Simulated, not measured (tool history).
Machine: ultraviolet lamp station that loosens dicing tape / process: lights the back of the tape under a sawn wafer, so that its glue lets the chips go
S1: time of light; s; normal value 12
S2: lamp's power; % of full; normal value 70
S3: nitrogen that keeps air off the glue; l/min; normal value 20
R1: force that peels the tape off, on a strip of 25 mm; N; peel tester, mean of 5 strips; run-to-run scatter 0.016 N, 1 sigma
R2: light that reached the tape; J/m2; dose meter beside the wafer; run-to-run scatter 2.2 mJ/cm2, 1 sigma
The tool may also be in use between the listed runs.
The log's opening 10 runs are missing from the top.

| run | hour | S1 | S2 | S3 | R1 | R2 |
|---|---|---|---|---|---|---|
| 11 | 189.2 | 12 | 70 | 20 | 0.843 | 1750 |
| 12 | 205.9 | 12 | 70 | 20 | 0.869 | 1720 |
| 13 | 219.7 | 12 | 70 | 20 | 0.855 | 1730 |
| 14 | 231.9 | 12 | 70 | 20 | 0.86 | 1740 |
| 15 | 243.4 | 12 | 70 | 20 | 0.935 | 1720 |
| 16 | 258.1 | 12 | 70 | 20 | 0.919 | 1710 |
| 17 | 270 | 12 | 70 | 20 | 0.898 | 1680 |
| 18 | 296 | 12 | 70 | 20 | 0.943 | 1660 |
| 19 | 308.3 | 15 | 89 | 34 | 0.286 | 2680 |
| 20 | 335.7 | 12 | 95 | 23 | 0.492 | 2210 |
| 21 | 348.5 | 7 | 61 | 20 | 2.237 | 850 |
|  | 364.2 | window cleaned of glue's vapour |
| 22 | 369 | 12 | 61 | 16 | 1.393 | 1390 |
| 23 | 387.6 | 12 | 61 | 16 | 1.409 | 1370 |
|  | 405.7 | window cleaned of glue's vapour, once more |
| 24 | 411.1 | 12 | 61 | 16 | 1.273 | 1490 |
| 25 | 426.7 | 10 | 74 | 20 | 1.099 | 1540 |
| 26 | 439.2 | 10 | 70 | 20 | 1.179 | 1420 |
| 27 | 453.6 | 10 | 70 | 20 | 1.226 | 1470 |
| 28 | 476 | 13 | 61 | 27 | 0.842 | 1610 |
| 29 | 495.5 | 14 | 69 | 8 | 1.364 | 1950 |
| 30 | 521.9 | 7 | 80 | 28 | 1.456 | 1110 |
| 31 | 540.2 | 7 | 80 | 28 | 1.452 | 1060 |
| 32 | 562.9 | 24 | 68 | 37 | 0.227 | 3180 |
| 33 | 583.7 | 24 | 68 | 37 | 0.23 | 3120 |

Each row is a separate what-if for the run after 33, all from the same tool condition, not one after another. Results?
| A | 601.9 | 8 | 61 | 20 | ? | ? |
| B | 601.9 | 8 | 95 | 8 | ? | ? |
| C | 601.9 | 12 | 70 | 22 | ? | ? |

| run | R1 | R2 |
|---|---|---|
| A | 2.014 | 940 |
| B | 1.921 | 1410 |
| C | 0.963 | 1530 |
Without the tool's unlogged condition, the same runs would have read:
| run | R1 | R2 |
|---|---|---|
| A | 1.65 | 1130 |
| B | 1.558 | 1700 |
| C | 0.706 | 1850 |
